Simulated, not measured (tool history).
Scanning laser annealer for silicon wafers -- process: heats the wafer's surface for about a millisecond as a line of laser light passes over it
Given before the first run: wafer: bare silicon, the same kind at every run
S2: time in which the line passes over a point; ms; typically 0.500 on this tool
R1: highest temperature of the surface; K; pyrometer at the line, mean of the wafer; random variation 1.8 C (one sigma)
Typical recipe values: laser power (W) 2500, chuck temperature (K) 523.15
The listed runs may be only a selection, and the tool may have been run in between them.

Run 1, day 0.000: usual settings. Result: R1 1200.15 K.
At day 0.504: window over the wafer cleaned.
Run 2, day 0.833: usual settings. Result: R1 1215.15 K.
Run 3, day 1.850: usual settings but chuck temperature (K) 561.15. Result: R1 1254.15 K.
Run 4, day 2.925: usual settings. Result: R1 1217.15 K.
Run 5, day 4.283: usual settings. Result: R1 1215.15 K.
Run 6, day 5.529: usual settings but chuck temperature (K) 527.15. Result: R1 1218.15 K.
Run 7, day 6.900: usual settings but chuck temperature (K) 527.15. Result: R1 1216.15 K.
Run 8, day 8.229: usual settings but chuck temperature (K) 501.15. Result: R1 1187.15 K.
Run 9, day 8.925: usual settings but chuck temperature (K) 501.15. Result: R1 1187.15 K.
Run 10, day 9.842: usual settings but S2 0.470 ms, chuck temperature (K) 501.15. Result: R1 1162.15 K.
Run 11, day 11.358: usual settings but S2 0.470 ms, chuck temperature (K) 501.15. Result: R1 1162.15 K.
Run 12, day 12.079: usual settings. Result: R1 1206.15 K.
Run 13, day 13.192: usual settings but laser power (W) 2723. Result: R1 1274.15 K.
Run 14, day 13.912: usual settings but laser power (W) 2723. Result: R1 1277.15 K.
Run 15, day 15.279: usual settings but laser power (W) 2723. Result: R1 1276.15 K.
Run 16, day 16.038: usual settings but laser power (W) 2723, chuck temperature (K) 520.15. Result: R1 1273.15 K.
Run 17, day 17.412: usual settings but laser power (W) 2493, S2 0.357 ms, chuck temperature (K) 488.15. Result: R1 1043.15 K.
Run 18, day 18.496: usual settings but laser power (W) 2493, S2 0.357 ms, chuck temperature (K) 488.15. Result: R1 1044.15 K.
Run 19, day 20.021: usual settings but laser power (W) 2174, S2 0.543 ms, chuck temperature (K) 546.15. Result: R1 1146.15 K.
Run 20, day 21.433: usual settings but laser power (W) 2174, S2 0.543 ms, chuck temperature (K) 546.15. Result: R1 1145.15 K.
At day 21.975: window over the wafer cleaned.
Run 21, day 23.042: usual settings but laser power (W) 2319. Result: R1 1151.15 K.
Run 22, day 23.792: usual settings but laser power (W) 2668, S2 0.521 ms, chuck temperature (K) 543.15. Result: R1 1300.15 K.
At day 24.650: optics aligned, line set to its width.
Run 23, day 24.796: usual settings but laser power (W) 2726, chuck temperature (K) 527.15. Result: R1 1307.15 K.
Run 24, day 25.746: usual settings but laser power (W) 2704. Result: R1 1290.15 K.
Run 25, day 26.692: usual settings but laser power (W) 2704. Result: R1 1292.15 K.
Run 26, day 27.546: usual settings but laser power (W) 2704, S2 0.432 ms, chuck temperature (K) 509.15. Result: R1 1214.15 K.

Run 27 has not been measured yet. What should we expect?
Run 27, day 28.462: usual settings but laser power (W) 2704, S2 0.432 ms, chuck temperature (K) 509.15. Result: R1 ?.

{"run 27": {"R1": 1216.15}}
If the tool had no hidden condition, the same run with the same run-to-run variation would have returned R1 1222.15 K.
